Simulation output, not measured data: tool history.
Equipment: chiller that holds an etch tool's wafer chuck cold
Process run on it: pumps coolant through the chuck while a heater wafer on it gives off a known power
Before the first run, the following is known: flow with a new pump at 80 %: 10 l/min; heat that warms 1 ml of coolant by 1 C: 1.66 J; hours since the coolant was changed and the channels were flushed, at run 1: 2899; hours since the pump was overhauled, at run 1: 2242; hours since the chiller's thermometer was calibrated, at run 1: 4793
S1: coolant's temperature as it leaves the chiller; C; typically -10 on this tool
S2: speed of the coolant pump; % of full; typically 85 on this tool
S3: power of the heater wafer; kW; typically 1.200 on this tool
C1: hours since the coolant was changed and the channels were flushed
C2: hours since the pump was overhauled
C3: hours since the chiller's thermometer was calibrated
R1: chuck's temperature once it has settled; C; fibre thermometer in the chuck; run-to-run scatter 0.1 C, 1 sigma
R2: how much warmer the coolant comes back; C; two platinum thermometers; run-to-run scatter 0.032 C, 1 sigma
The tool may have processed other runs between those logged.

| run | hour | S1 | S2 | S3 | C1 | C2 | C3 | R1 | R2 |
|---|---|---|---|---|---|---|---|---|---|
| 1 | 0.0 | -10 | 85 | 1.200 | 2899 | 2242 | 4793 | -1.2 | 4.29 |
| 2 | 41.1 | -10 | 85 | 1.473 | 2940 | 2283 | 4835 | 1.1 | 5.35 |
| 3 | 90.4 | -10 | 85 | 1.200 | 2989 | 2332 | 4884 | -1.0 | 4.30 |
| 4 | 145.0 | -10 | 85 | 1.200 | 3044 | 2387 | 4938 | -0.9 | 4.38 |
| 5 | 182.8 | -18 | 85 | 1.200 | 3081 | 2425 | 4976 | -9.1 | 4.33 |
| 6 | 224.0 | -18 | 85 | 1.200 | 3123 | 2466 | 5017 | -8.9 | 4.34 |
| 7 | 273.0 | -12 | 85 | 1.200 | 3172 | 2515 | 5067 | -2.9 | 4.36 |
| 8 | 346.8 | -12 | 85 | 1.200 | 3246 | 2589 | 5140 | -2.9 | 4.38 |
| 9 | 413.4 | -12 | 85 | 1.200 | 3312 | 2655 | 5207 | -2.9 | 4.40 |
| 10 | 475.2 | -12 | 85 | 1.200 | 3374 | 2717 | 5269 | -2.8 | 4.40 |
| 11 | 537.7 | -6 | 85 | 1.200 | 3436 | 2780 | 5331 | 3.1 | 4.36 |
| 12 | 576.1 | -6 | 85 | 1.200 | 3475 | 2818 | 5370 | 3.4 | 4.33 |
| 13 | 623.2 | -3 | 85 | 1.200 | 3522 | 2865 | 5417 | 6.2 | 4.45 |
| 14 | 664.9 | -10 | 85 | 1.200 | 3564 | 2907 | 5458 | -0.8 | 4.41 |
| 15 | 726.1 | -10 | 85 | 1.200 | 3625 | 2968 | 5520 | -0.7 | 4.45 |
| 16 | 763.9 | -10 | 85 | 1.200 | 3663 | 3006 | 5557 | -0.7 | 4.38 |
| 17 | 818.4 | -10 | 62 | 0.616 | 3717 | 3060 | 5612 | -3.4 | 3.25 |
| 18 | 887.9 | -10 | 62 | 0.616 | 3787 | 3130 | 5681 | -3.5 | 3.31 |
| 19 | 929.3 | 0 | 70 | 0.953 | 3828 | 3171 | 5723 | 9.1 | 4.42 |
|  | 967.3 | coolant changed, channels flushed |
| 20 | 998.4 | 0 | 70 | 0.953 | 31 | 3234 | 5786 | 7.9 | 4.42 |
| 21 | 1074.0 | -12 | 72 | 1.480 | 107 | 3310 | 5861 | 0.4 | 6.63 |
|  | 1116.9 | chiller's thermometer calibrated |
| 22 | 1140.1 | -12 | 62 | 0.987 | 172 | 3375 | 23 | -1.5 | 5.27 |
| 23 | 1182.0 | -17 | 98 | 1.467 | 214 | 3417 | 65 | -7.5 | 4.71 |
| 24 | 1220.3 | -17 | 98 | 1.733 | 252 | 3455 | 103 | -5.8 | 5.50 |
| 25 | 1279.7 | -6 | 76 | 1.319 | 311 | 3515 | 163 | 5.1 | 5.63 |
| 26 | 1343.8 | -6 | 76 | 1.319 | 376 | 3579 | 227 | 5.1 | 5.60 |
| 27 | 1398.0 | -15 | 87 | 1.309 | 430 | 3633 | 281 | -5.4 | 4.86 |
| 28 | 1448.2 | -15 | 68 | 1.309 | 480 | 3683 | 331 | -2.5 | 6.40 |
| 29 | 1488.9 | -15 | 90 | 1.327 | 521 | 3724 | 372 | -5.4 | 4.72 |
| 30 | 1534.4 | -8 | 85 | 1.242 | 566 | 3769 | 418 | 1.4 | 4.72 |
| 31 | 1576.2 | -9 | 64 | 1.242 | 608 | 3811 | 459 | 3.8 | 6.46 |
| 32 | 1649.1 | -9 | 64 | 1.242 | 681 | 3884 | 532 | 3.8 | 6.57 |

Alternative continuations, all from the tool just after run 32; predict every row:
| A | 1728.4 | -4 | 64 | 1.242 | 760 | 3963 | 611 | ? | ? |
| B | 1728.4 | -13 | 64 | 0.767 | 760 | 3963 | 611 | ? | ? |
| C | 1728.4 | -9 | 64 | 0.622 | 760 | 3963 | 611 | ? | ? |

| run | R1 | R2 |
|---|---|---|
| A | 8.9 | 6.54 |
| B | -5.0 | 4.08 |
| C | -2.6 | 3.21 |
Without the tool's hidden state the same runs would have given:
| run | R1 | R2 |
|---|---|---|
| A | 7.2 | 5.78 |
| B | -6.0 | 3.62 |
| C | -3.4 | 2.84 |
